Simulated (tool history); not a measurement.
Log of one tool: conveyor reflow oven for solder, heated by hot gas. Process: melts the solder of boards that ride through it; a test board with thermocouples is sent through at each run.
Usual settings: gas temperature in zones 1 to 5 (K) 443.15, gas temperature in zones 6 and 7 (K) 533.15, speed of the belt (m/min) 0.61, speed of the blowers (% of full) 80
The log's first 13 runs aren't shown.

run     day  gas temperature in zones 1 to 5 (K)  gas temperature in zones 6 and 7 (K)  speed of the belt (m/min)  speed of the blowers (% of full)  hours of work since the flux was cleaned out  hours of work since the belt drive was overhauled  hours of work since the thermocouples were changed  highest temperature of the board (K)  time above the solder's melting point (s)
 14  36.246                               443.15                                533.15                       0.61                                80                                           125                                                757                                                 700                                517.25                                       45.7
 15  39.242                               443.15                                533.15                       0.61                                78                                           173                                                805                                                 748                                517.05                                       45.1
 16  41.971                               443.15                                533.15                       0.61                                78                                           216                                                848                                                 791                                517.65                                       44.8
     42.946  -- flux residue cleaned out of gas plates and filters
 17  46.025                               443.15                                533.15                       0.61                                78                                            49                                                909                                                 852                                517.85                                       43.4
 18  48.233                               443.15                                533.15                       0.61                                78                                            84                                                945                                                 887                                516.75                                         44
 19  51.721                               443.15                                533.15                       0.61                                78                                           140                                               1000                                                 943                                516.55                                       44.4
 20  55.004                               452.15                                533.15                       0.61                                72                                           192                                               1052                                                 995                                518.95                                       47.8
 21  56.654                               452.15                                533.15                       0.61                                72                                           218                                               1079                                                1022                                517.15                                       47.8
     57.638  -- flux residue cleaned out of gas plates and filters
 22  59.571                               452.15                                533.15                       0.61                                72                                            31                                               1122                                                1065                                516.65                                       47.2
     60.454  -- belt drive overhauled, speed set with a stopwatch
 23  63.296                               452.15                                533.15                       0.61                                72                                            87                                                 45                                                1121                                518.25                                       47.3
     66.329  -- thermocouples of zones 6 and 7 changed
 24  66.817                               443.15                                547.15                      0.611                                53                                           142                                                100                                                   8                                522.45                                         46
 25  69.708                               443.15                                547.15                      0.611                                53                                           188                                                146                                                  54                                522.65                                       46.7
     72.608  -- flux residue cleaned out of gas plates and filters
 26  72.608                               443.15                                547.15                      0.611                                53                                             0                                                189                                                  97                                522.95                                       46.7
 27  74.767                               443.15                                547.15                      0.611                                53                                            34                                                223                                                 131                                522.35                                       44.9
 28  77.275                               445.15                                547.15                      0.695                                53                                            74                                                263                                                 171                                517.85                                       36.5
 29  80.442                               445.15                                547.15                      0.697                                53                                           125                                                314                                                 221                                517.85                                       36.4
 30  82.379                               435.15                                524.15                       0.61                                79                                           156                                                345                                                 252                                508.05                                       33.6

Forecast each of these 4 alternatives for the next run:
  A  84.438                               443.15                                533.15                      0.624                                52                                           188                                                377                                                 285                                     ?                                          ?
  B  84.438                               435.15                                526.15                       0.61                                59                                           188                                                377                                                 285                                     ?                                          ?
  C  84.438                               452.15                                533.15                       0.61                                62                                           188                                                377                                                 285                                     ?                                          ?
  D  84.438                               443.15                                542.15                       0.61                                80                                           188                                                377                                                 285                                     ?                                          ?

run  highest temperature of the board (K)  time above the solder's melting point (s)
  A                                509.95                                       34.7
  B                                505.85                                       28.7
  C                                516.05                                       44.8
  D                                524.35                                       50.3
Without the tool's hidden state the same runs would have given:
run  highest temperature of the board (K)  time above the solder's melting point (s)
  A                                510.15                                       34.9
  B                                506.05                                         29
  C                                516.25                                         45
  D                                524.45                                       50.4
